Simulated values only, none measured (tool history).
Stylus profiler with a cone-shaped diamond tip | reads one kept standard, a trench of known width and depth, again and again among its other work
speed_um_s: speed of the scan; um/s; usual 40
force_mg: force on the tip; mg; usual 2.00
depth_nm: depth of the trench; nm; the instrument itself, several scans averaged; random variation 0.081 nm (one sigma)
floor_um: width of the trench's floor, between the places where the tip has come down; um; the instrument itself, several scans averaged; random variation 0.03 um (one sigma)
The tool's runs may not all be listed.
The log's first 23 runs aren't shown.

At hour 1122.9: height scale calibrated on a step standard, once more.
Run 24, hour 1182.4: usual settings but speed_um_s 23 um/s, force_mg 3.20 mg. Result: depth_nm 509.40 nm, floor_um 15.76 um.
Run 25, hour 1233.0: usual settings but speed_um_s 23 um/s, force_mg 3.20 mg. Result: depth_nm 509.37 nm, floor_um 15.64 um.
Run 26, hour 1284.0: usual settings but speed_um_s 14 um/s, force_mg 1.21 mg. Result: depth_nm 504.99 nm, floor_um 15.66 um.
Run 27, hour 1332.4: usual settings but speed_um_s 15 um/s, force_mg 0.94 mg. Result: depth_nm 504.16 nm, floor_um 15.61 um.
Run 28, hour 1393.0: usual settings but speed_um_s 15 um/s, force_mg 0.94 mg. Result: depth_nm 504.07 nm, floor_um 15.56 um.
Run 29, hour 1457.2: usual settings but speed_um_s 15 um/s, force_mg 0.94 mg. Result: depth_nm 504.10 nm, floor_um 15.53 um.
Run 30, hour 1519.4: usual settings but speed_um_s 20 um/s, force_mg 3.84 mg. Result: depth_nm 510.44 nm, floor_um 15.57 um.
Run 31, hour 1570.0: usual settings but speed_um_s 28 um/s, force_mg 1.40 mg. Result: depth_nm 505.27 nm, floor_um 15.41 um.
Run 32, hour 1635.8: usual settings but speed_um_s 28 um/s, force_mg 1.40 mg. Result: depth_nm 505.38 nm, floor_um 15.36 um.
Run 33, hour 1678.7: usual settings but speed_um_s 66 um/s. Result: depth_nm 506.71 nm, floor_um 15.18 um.
Run 34, hour 1719.6: usual settings but speed_um_s 66 um/s. Result: depth_nm 506.62 nm, floor_um 15.18 um.
Run 35, hour 1771.1: usual settings but speed_um_s 53 um/s, force_mg 1.16 mg. Result: depth_nm 504.61 nm, floor_um 15.11 um.
Run 36, hour 1834.9: usual settings but speed_um_s 53 um/s, force_mg 1.16 mg. Result: depth_nm 504.59 nm, floor_um 15.10 um.
Run 37, hour 1904.0: usual settings but speed_um_s 53 um/s, force_mg 1.16 mg. Result: depth_nm 504.42 nm, floor_um 15.05 um.
Run 38, hour 1944.3: usual settings but speed_um_s 69 um/s, force_mg 1.16 mg. Result: depth_nm 504.44 nm, floor_um 14.95 um.
Run 39, hour 2020.5: usual settings but speed_um_s 57 um/s, force_mg 0.88 mg. Result: depth_nm 503.67 nm, floor_um 14.89 um.
Run 40, hour 2096.3: usual settings but speed_um_s 14 um/s, force_mg 2.60 mg. Result: depth_nm 507.73 nm, floor_um 15.22 um.
Run 41, hour 2137.1: usual settings but speed_um_s 124 um/s, force_mg 2.38 mg. Result: depth_nm 506.94 nm, floor_um 14.72 um.
Run 42, hour 2171.0: usual settings but speed_um_s 124 um/s, force_mg 2.38 mg. Result: depth_nm 507.24 nm, floor_um 14.67 um.
Run 43, hour 2234.0: usual settings but speed_um_s 124 um/s, force_mg 2.38 mg. Result: depth_nm 507.22 nm, floor_um 14.59 um.
Run 44, hour 2301.9: usual settings but speed_um_s 124 um/s, force_mg 2.38 mg. Result: depth_nm 507.08 nm, floor_um 14.53 um.
Run 45, hour 2364.4: usual settings but speed_um_s 124 um/s, force_mg 2.38 mg. Result: depth_nm 507.22 nm, floor_um 14.54 um.
Run 46, hour 2429.3: usual settings but speed_um_s 124 um/s, force_mg 2.38 mg. Result: depth_nm 507.25 nm, floor_um 14.53 um.

3 ways to go on from here, each from the tool as it stands after run 46. What would each give?
At hour 2462.9: new tip fitted, height scale calibrated.
Run A, hour 2489.0: usual settings but speed_um_s 38 um/s, force_mg 1.09 mg. Result: depth_nm ?, floor_um ?.
At hour 2462.9: new tip fitted, height scale calibrated.
Run B, hour 2489.0: usual settings but speed_um_s 77 um/s, force_mg 3.49 mg. Result: depth_nm ?, floor_um ?.
At hour 2462.9: new tip fitted, height scale calibrated.
Run C, hour 2489.0: usual settings but speed_um_s 14 um/s, force_mg 1.51 mg. Result: depth_nm ?, floor_um ?.

run  depth_nm  floor_um
  A    504.68     16.78
  B    510.06     16.77
  C    505.74     16.91
Without the tool's hidden state the same runs would have given:
run  depth_nm  floor_um
  A    504.46     16.80
  B    509.84     16.79
  C    505.51     16.93

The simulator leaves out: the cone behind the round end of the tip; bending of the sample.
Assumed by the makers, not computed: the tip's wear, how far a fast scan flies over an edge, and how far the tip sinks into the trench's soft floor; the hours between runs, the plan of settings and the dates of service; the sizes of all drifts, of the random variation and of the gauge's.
